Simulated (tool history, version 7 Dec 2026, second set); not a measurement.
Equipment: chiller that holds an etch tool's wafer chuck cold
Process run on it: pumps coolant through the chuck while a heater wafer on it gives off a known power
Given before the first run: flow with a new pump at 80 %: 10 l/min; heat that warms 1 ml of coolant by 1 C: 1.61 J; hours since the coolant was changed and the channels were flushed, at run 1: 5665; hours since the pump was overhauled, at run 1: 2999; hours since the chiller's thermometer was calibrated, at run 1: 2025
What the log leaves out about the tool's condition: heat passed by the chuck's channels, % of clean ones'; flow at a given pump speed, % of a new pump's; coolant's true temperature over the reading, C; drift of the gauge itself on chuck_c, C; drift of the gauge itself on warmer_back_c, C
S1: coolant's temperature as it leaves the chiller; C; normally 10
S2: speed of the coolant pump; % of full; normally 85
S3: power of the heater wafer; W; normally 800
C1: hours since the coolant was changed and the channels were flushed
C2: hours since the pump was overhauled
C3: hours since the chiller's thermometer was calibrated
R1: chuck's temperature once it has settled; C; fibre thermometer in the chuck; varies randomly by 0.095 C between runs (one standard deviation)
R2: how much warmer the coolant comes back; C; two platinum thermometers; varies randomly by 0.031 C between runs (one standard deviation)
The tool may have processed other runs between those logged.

{"run": 1, "hour": 0.0, "S1": 10, "S2": 85, "S3": 800, "C1": 5665, "C2": 2999, "C3": 2025, "R1": 16.11, "R2": 3.0}
{"run": 2, "hour": 48.1, "S1": 10, "S2": 85, "S3": 800, "C1": 5713, "C2": 3047, "C3": 2074, "R1": 16.1, "R2": 3.0}
{"run": 3, "hour": 130.8, "S1": 17, "S2": 85, "S3": 800, "C1": 5796, "C2": 3129, "C3": 2156, "R1": 22.97, "R2": 2.99}
{"run": 4, "hour": 201.3, "S1": 17, "S2": 85, "S3": 800, "C1": 5866, "C2": 3200, "C3": 2227, "R1": 23.0, "R2": 3.02}
{"run": 5, "hour": 282.3, "S1": 17, "S2": 85, "S3": 800, "C1": 5947, "C2": 3281, "C3": 2308, "R1": 23.15, "R2": 3.02}
{"run": 6, "hour": 339.3, "S1": 17, "S2": 85, "S3": 800, "C1": 6004, "C2": 3338, "C3": 2365, "R1": 23.24, "R2": 3.02}
{"run": 7, "hour": 413.5, "S1": 17, "S2": 85, "S3": 800, "C1": 6079, "C2": 3412, "C3": 2439, "R1": 23.24, "R2": 3.03}
{"run": 8, "hour": 456.8, "S1": 0, "S2": 85, "S3": 800, "C1": 6122, "C2": 3455, "C3": 2482, "R1": 6.25, "R2": 3.05}
{"run": 9, "hour": 522.8, "S1": 10, "S2": 85, "S3": 800, "C1": 6188, "C2": 3521, "C3": 2548, "R1": 15.99, "R2": 3.07}
{"run": 10, "hour": 598.6, "S1": 10, "S2": 85, "S3": 800, "C1": 6264, "C2": 3597, "C3": 2624, "R1": 15.95, "R2": 3.07}
{"run": 11, "hour": 666.3, "S1": 10, "S2": 85, "S3": 800, "C1": 6331, "C2": 3665, "C3": 2692, "R1": 16.08, "R2": 3.03}
{"hour": 676.0, "done": "chiller's thermometer calibrated"}
{"run": 12, "hour": 707.4, "S1": 10, "S2": 85, "S3": 740, "C1": 6372, "C2": 3705, "C3": 31, "R1": 15.76, "R2": 2.82}
{"run": 13, "hour": 755.1, "S1": 10, "S2": 85, "S3": 740, "C1": 6419, "C2": 3753, "C3": 79, "R1": 15.51, "R2": 2.81}
{"run": 14, "hour": 849.2, "S1": 10, "S2": 85, "S3": 740, "C1": 6513, "C2": 3847, "C3": 173, "R1": 15.77, "R2": 2.83}
{"run": 15, "hour": 941.6, "S1": 10, "S2": 85, "S3": 740, "C1": 6606, "C2": 3939, "C3": 266, "R1": 15.41, "R2": 2.88}
{"run": 16, "hour": 1003.2, "S1": 10, "S2": 85, "S3": 740, "C1": 6667, "C2": 4001, "C3": 327, "R1": 15.52, "R2": 2.82}
{"hour": 1044.7, "done": "chiller's thermometer calibrated, once more"}
{"run": 17, "hour": 1056.9, "S1": 10, "S2": 85, "S3": 740, "C1": 6720, "C2": 4054, "C3": 12, "R1": 15.81, "R2": 2.83}
{"run": 18, "hour": 1127.1, "S1": 10, "S2": 70, "S3": 676, "C1": 6790, "C2": 4124, "C3": 82, "R1": 16.19, "R2": 3.22}
{"run": 19, "hour": 1219.5, "S1": 10, "S2": 70, "S3": 676, "C1": 6883, "C2": 4216, "C3": 175, "R1": 15.91, "R2": 3.18}
{"run": 20, "hour": 1268.7, "S1": 10, "S2": 85, "S3": 568, "C1": 6932, "C2": 4265, "C3": 224, "R1": 14.6, "R2": 2.16}
{"run": 21, "hour": 1330.6, "S1": 15, "S2": 92, "S3": 522, "C1": 6994, "C2": 4327, "C3": 286, "R1": 19.18, "R2": 1.83}
{"run": 22, "hour": 1400.1, "S1": 10, "S2": 77, "S3": 754, "C1": 7063, "C2": 4397, "C3": 355, "R1": 16.73, "R2": 3.23}
{"run": 23, "hour": 1454.1, "S1": 10, "S2": 77, "S3": 754, "C1": 7117, "C2": 4451, "C3": 409, "R1": 16.48, "R2": 3.16}
{"run": 24, "hour": 1535.9, "S1": 11, "S2": 61, "S3": 715, "C1": 7199, "C2": 4533, "C3": 491, "R1": 18.24, "R2": 3.9}
{"run": 25, "hour": 1577.9, "S1": 11, "S2": 61, "S3": 715, "C1": 7241, "C2": 4575, "C3": 533, "R1": 18.12, "R2": 3.95}

Run 26 is up next; what results do you expect?
{"run": 26, "hour": 1663.2, "S1": 11, "S2": 61, "S3": 715, "C1": 7326, "C2": 4660, "C3": 618, "R1": "?", "R2": "?"}

{"run 26": {"R1": 18.17, "R2": 3.94}}
Were there no unlogged condition in the tool, this run, its random variation unchanged, would have produced R1 17.06 C, R2 3.56 C.

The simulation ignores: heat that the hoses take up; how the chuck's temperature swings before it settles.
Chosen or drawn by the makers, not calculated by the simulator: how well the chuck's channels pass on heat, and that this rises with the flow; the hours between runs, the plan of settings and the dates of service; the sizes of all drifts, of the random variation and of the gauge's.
